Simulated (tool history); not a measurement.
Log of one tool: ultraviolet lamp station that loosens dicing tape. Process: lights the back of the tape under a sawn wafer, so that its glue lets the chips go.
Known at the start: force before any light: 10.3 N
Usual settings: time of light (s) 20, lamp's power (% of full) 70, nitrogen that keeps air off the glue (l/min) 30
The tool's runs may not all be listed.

run,day,time of light (s),lamp's power (% of full),nitrogen that keeps air off the glue (l/min),force that peels the tape off (N),light that reached the tape (J/m2)
1,0.000,20,70,30,1.747,1450
# day 0.862: window cleaned of glue's vapour
2,1.304,20,68,30,1.561,1560
3,2.042,20,68,30,1.543,1550
4,2.992,20,70,30,1.515,1570
5,4.442,20,70,30,1.499,1530
6,5.750,20,70,22,1.769,1490
7,6.379,20,70,22,1.707,1530
8,7.367,13,70,30,2.950,990
9,8.438,20,70,46,1.429,1540
10,9.929,28,61,34,1.085,1850
11,11.150,28,61,55,0.971,1820
12,11.883,16,95,30,1.458,1560
13,13.396,20,70,17,2.072,1480
14,14.358,28,61,30,1.232,1780
15,15.104,16,70,13,3.049,1170

Run 16 comes next. What will it give?
16,16.129,16,70,13,?,?

{"run 16": {"force that peels the tape off (N)": 3.179, "light that reached the tape (J/m2)": 1160}}
Without the tool's hidden state the same run would have given force that peels the tape off (N) 2.378, light that reached the tape (J/m2) 1450.
